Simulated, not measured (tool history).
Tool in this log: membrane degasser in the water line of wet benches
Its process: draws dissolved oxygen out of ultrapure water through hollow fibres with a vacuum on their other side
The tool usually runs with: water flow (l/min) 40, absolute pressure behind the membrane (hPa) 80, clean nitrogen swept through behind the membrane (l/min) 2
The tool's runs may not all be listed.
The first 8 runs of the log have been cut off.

run    hour  water flow (l/min)  absolute pressure behind the membrane (hPa)  clean nitrogen swept through behind the membrane (l/min)  dissolved oxygen in the water behind the degasser (ppb)  pressure that the water loses in the fibres (hPa)
  9   927.4                  40                                         58.9                                                         2                                                    131.3                                              481.5
 10  1077.9                  40                                         58.9                                                         2                                                    130.2                                              481.3
 11  1151.4                  40                                         58.9                                                         2                                                    130.9                                              484.8
 12  1255.3                  40                                         58.9                                                      4.86                                                     60.6                                              477.4
     1266.2  -- vacuum gauge calibrated
 13  1354.8                  40                                         52.6                                                      4.86                                                       50                                                485
 14  1464.1                  26                                           80                                                         2                                                    150.7                                              313.3
 15  1557.8                  26                                         65.4                                                         2                                                    108.1                                              312.3
 16  1691.1                  26                                         65.4                                                         2                                                    107.7                                              310.2

What does the tool deliver on the next run?
 17  1822.1                  52                                           80                                                      1.22                                                        ?                                                  ?

{"run 17": {"dissolved oxygen in the water behind the degasser (ppb)": 419, "pressure that the water loses in the fibres (hPa)": 626.2}}
With no hidden state in the tool, this same run would have given dissolved oxygen in the water behind the degasser (ppb) 400.8, pressure that the water loses in the fibres (hPa) 615.6.
